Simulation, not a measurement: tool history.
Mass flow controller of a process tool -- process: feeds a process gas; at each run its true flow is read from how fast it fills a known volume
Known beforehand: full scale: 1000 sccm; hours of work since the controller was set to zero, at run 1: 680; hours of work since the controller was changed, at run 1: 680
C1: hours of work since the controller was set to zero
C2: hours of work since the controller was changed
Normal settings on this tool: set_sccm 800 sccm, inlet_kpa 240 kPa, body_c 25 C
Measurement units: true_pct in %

run 1 hour=0 | set_sccm=800 inlet_kpa=240 body_c=25 | C1=680 C2=680 | true_pct=99.72
run 2 hour=71 | set_sccm=800 inlet_kpa=240 body_c=25 | C1=710 C2=710 | true_pct=99.66
run 3 hour=156.8 | set_sccm=800 inlet_kpa=240 body_c=25 | C1=746 C2=746 | true_pct=99.53
run 4 hour=215.9 | set_sccm=773 inlet_kpa=240 body_c=25 | C1=771 C2=771 | true_pct=99.59
run 5 hour=293.9 | set_sccm=773 inlet_kpa=240 body_c=25 | C1=803 C2=803 | true_pct=99.55
run 6 hour=371 | set_sccm=800 inlet_kpa=264 body_c=25 | C1=836 C2=836 | true_pct=99.71
run 7 hour=425.6 | set_sccm=800 inlet_kpa=264 body_c=25 | C1=859 C2=859 | true_pct=99.87
run 8 hour=489.8 | set_sccm=800 inlet_kpa=220 body_c=25 | C1=885 C2=885 | true_pct=99.35
run 9 hour=526.6 | set_sccm=800 inlet_kpa=240 body_c=25 | C1=901 C2=901 | true_pct=99.6
run 10 hour=590.6 | set_sccm=174 inlet_kpa=240 body_c=38 | C1=928 C2=928 | true_pct=97.31
run 11 hour=647.9 | set_sccm=215 inlet_kpa=272 body_c=25 | C1=952 C2=952 | true_pct=98.01
run 12 hour=735.4 | set_sccm=463 inlet_kpa=203 body_c=30 | C1=988 C2=988 | true_pct=98.34
run 13 hour=813.1 | set_sccm=492 inlet_kpa=174 body_c=22 | C1=1021 C2=1021 | true_pct=98.38
run 14 hour=901.5 | set_sccm=492 inlet_kpa=174 body_c=22 | C1=1058 C2=1058 | true_pct=98.49
run 15 hour=947 | set_sccm=492 inlet_kpa=174 body_c=22 | C1=1077 C2=1077 | true_pct=98.37
run 16 hour=1009.7 | set_sccm=349 inlet_kpa=219 body_c=25 | C1=1103 C2=1103 | true_pct=98.18
run 17 hour=1069.1 | set_sccm=349 inlet_kpa=204 body_c=25 | C1=1128 C2=1128 | true_pct=98.01
run 18 hour=1120.2 | set_sccm=196 inlet_kpa=240 body_c=23 | C1=1149 C2=1149 | true_pct=97.79

4 ways to go on from here, each from the tool as it stands after run 18. What would each give?
run A hour=1162.8 | set_sccm=599 inlet_kpa=155 body_c=29 | C1=1167 C2=1167 | true_pct=?
run B hour=1162.8 | set_sccm=800 inlet_kpa=240 body_c=33 | C1=1167 C2=1167 | true_pct=?
run C hour=1162.8 | set_sccm=196 inlet_kpa=188 body_c=37 | C1=1167 C2=1167 | true_pct=?
run D hour=1162.8 | set_sccm=210 inlet_kpa=205 body_c=30 | C1=1167 C2=1167 | true_pct=?

run=A true_pct=98.34
run=B true_pct=99.38
run=C true_pct=97.23
run=D true_pct=97.35
Without the tool's hidden state the same runs would have given:
run=A true_pct=98.67
run=B true_pct=99.66
run=C true_pct=97.98
run=D true_pct=98.06

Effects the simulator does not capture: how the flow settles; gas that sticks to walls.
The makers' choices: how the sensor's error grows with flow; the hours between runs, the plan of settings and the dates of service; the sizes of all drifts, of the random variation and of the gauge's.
